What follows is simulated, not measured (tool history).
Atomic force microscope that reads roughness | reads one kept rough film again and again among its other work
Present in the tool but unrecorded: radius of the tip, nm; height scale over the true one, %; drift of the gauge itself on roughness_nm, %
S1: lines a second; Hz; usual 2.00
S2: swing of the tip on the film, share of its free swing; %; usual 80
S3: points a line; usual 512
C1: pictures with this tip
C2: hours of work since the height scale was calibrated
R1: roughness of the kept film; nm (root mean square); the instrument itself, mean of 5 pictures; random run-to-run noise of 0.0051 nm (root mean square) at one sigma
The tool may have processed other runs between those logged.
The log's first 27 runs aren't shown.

run,day,S1,S2,S3,C1,C2,R1
# day 30.267: new tip fitted
28,30.371,1.64,80,286,4,97,0.795
29,31.371,1.64,80,286,45,116,0.797
30,32.317,3.13,85,286,85,134,0.741
31,33.321,3.13,85,286,126,153,0.730
32,33.933,3.13,77,286,151,165,0.756
33,34.988,1.80,80,393,195,185,0.767
# day 35.825: new tip fitted
34,36.362,0.74,80,512,22,211,0.824
35,37.642,0.94,73,379,75,235,0.822
36,38.442,0.94,73,379,108,250,0.810

Expected results for the next run?
37,39.362,0.94,73,379,146,268,?

Run 37 measured R1 0.802 nm (root mean square).
With the hidden condition absent and the run-to-run variation left alone, this run would have shown R1 0.824 nm (root mean square).

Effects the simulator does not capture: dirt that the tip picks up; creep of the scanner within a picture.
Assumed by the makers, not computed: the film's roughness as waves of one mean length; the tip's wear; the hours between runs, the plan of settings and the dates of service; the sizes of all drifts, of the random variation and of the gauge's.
